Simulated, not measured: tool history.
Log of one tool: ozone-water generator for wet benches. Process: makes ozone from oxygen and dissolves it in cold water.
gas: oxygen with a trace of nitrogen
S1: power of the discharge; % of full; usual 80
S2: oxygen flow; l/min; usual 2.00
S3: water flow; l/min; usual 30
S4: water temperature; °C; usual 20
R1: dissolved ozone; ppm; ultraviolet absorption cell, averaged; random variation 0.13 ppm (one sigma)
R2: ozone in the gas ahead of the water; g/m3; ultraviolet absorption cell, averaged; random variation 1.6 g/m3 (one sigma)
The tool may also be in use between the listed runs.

run	day	S1	S2	S3	S4	R1	R2
1	0.000	80	2.00	30	20	11.9	283.0
2	1.496	80	2.00	30	20	12.1	279.4
3	2.746	80	2.00	30	20	11.6	282.2
4	4.188	80	2.00	30	20	12.2	281.8
5	5.846	80	2.00	30	20	12.1	281.0
6	6.933	80	2.00	30	23	11.7	281.3
7	8.538	80	2.00	30	23	11.7	280.4
8	9.975	80	2.00	30	23	11.8	280.9
9	11.800	80	2.00	30	25	11.4	281.1
10	12.671	80	2.00	30	25	11.5	283.2
11	14.767	80	3.24	30	20	13.0	212.2
12	16.725	80	3.24	30	20	12.9	210.6
13	18.567	80	3.24	30	20	13.1	213.3
14	19.442	80	2.00	30	20	11.9	280.7
15	20.888	80	2.00	30	20	11.9	281.3
16	22.038	80	2.00	30	20	11.8	282.0
17	22.929	80	2.00	30	20	11.9	281.2
18	24.096	69	2.00	22	27	14.4	261.4
19	26.038	69	2.49	22	27	14.7	226.1
20	27.146	52	2.99	30	20	10.4	178.7
# day 27.346: water thermometer calibrated
21	28.675	52	2.99	30	17	10.7	177.3
22	30.204	85	2.00	30	20	12.0	289.2
23	31.371	85	2.00	30	20	12.0	287.7
24	32.258	85	2.00	30	20	12.2	285.9
25	33.517	80	1.03	30	26	9.6	416.2
26	34.996	83	1.58	24	21	14.3	326.5
27	36.417	80	3.44	20	14	20.0	202.2
28	38.329	80	1.29	30	15	10.9	365.9
# day 39.379: water thermometer calibrated, once more
29	40.421	80	1.29	30	15	10.9	363.6
30	42.417	80	1.25	28	27	11.0	366.0
31	44.067	80	1.25	28	27	10.6	370.4
32	45.933	97	3.47	34	19	12.7	222.5

4 ways to go on from here, each from the tool as it stands after run 32. What would each give?
A	47.921	97	3.47	34	14	?	?
B	47.921	97	3.47	34	16	?	?
C	47.921	94	3.47	37	19	?	?
D	47.921	97	1.61	34	13	?	?

run	R1	R2
A	13.1	220.7
B	13.0	220.8
C	11.5	217.7
D	10.8	350.2
Without the tool's hidden state the same runs would have given:
run	R1	R2
A	14.2	237.6
B	14.2	237.7
C	12.5	234.1
D	11.8	377.1

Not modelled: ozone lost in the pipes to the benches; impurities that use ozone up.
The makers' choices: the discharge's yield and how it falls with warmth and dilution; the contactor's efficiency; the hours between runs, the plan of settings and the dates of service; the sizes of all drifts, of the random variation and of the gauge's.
